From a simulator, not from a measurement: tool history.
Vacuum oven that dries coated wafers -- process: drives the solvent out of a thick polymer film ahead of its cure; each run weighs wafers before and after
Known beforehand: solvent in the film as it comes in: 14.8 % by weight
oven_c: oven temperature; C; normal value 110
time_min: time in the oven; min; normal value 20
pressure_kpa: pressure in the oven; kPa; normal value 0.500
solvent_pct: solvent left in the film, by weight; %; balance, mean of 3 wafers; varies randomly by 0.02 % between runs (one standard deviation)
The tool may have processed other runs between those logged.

Run 1, hour 0.0: usual settings. Result: solvent_pct 1.78 %.
Run 2, hour 11.4: usual settings. Result: solvent_pct 1.75 %.
Run 3, hour 19.4: usual settings. Result: solvent_pct 1.75 %.
Run 4, hour 27.0: usual settings. Result: solvent_pct 1.79 %.
Run 5, hour 38.6: usual settings but oven_c 103 C. Result: solvent_pct 3.55 %.
Run 6, hour 46.5: usual settings but oven_c 103 C. Result: solvent_pct 3.51 %.
Run 7, hour 58.4: usual settings but oven_c 103 C. Result: solvent_pct 3.59 %.
Run 8, hour 73.8: usual settings but time_min 28 min. Result: solvent_pct 1.00 %.
Run 9, hour 82.2: usual settings but time_min 28 min. Result: solvent_pct 0.98 %.
Run 10, hour 92.3: usual settings. Result: solvent_pct 1.75 %.
Run 11, hour 105.1: usual settings. Result: solvent_pct 1.77 %.
Run 12, hour 112.4: usual settings. Result: solvent_pct 1.76 %.
Run 13, hour 126.0: usual settings. Result: solvent_pct 1.77 %.
Run 14, hour 138.9: usual settings but oven_c 115 C. Result: solvent_pct 0.91 %.
Run 15, hour 149.2: usual settings. Result: solvent_pct 1.77 %.
Run 16, hour 160.7: usual settings but oven_c 102 C. Result: solvent_pct 3.88 %.
Run 17, hour 171.3: usual settings. Result: solvent_pct 1.78 %.
Run 18, hour 183.8: usual settings but oven_c 100 C. Result: solvent_pct 4.48 %.
Run 19, hour 199.4: usual settings but oven_c 100 C. Result: solvent_pct 4.48 %.
Run 20, hour 209.3: usual settings. Result: solvent_pct 1.76 %.
Run 21, hour 218.6: usual settings. Result: solvent_pct 1.76 %.
Run 22, hour 229.6: usual settings. Result: solvent_pct 1.73 %.
Run 23, hour 247.1: usual settings but oven_c 112 C, time_min 10 min, pressure_kpa 0.381 kPa. Result: solvent_pct 3.72 %.

Predict the results of run 24:
Run 24, hour 256.5: usual settings but oven_c 112 C, time_min 10 min, pressure_kpa 0.381 kPa. Result: solvent_pct ?.

For run 24 the tool returned solvent_pct 3.72 %.
With no hidden state in the tool, this same run would have given solvent_pct 3.71 %.
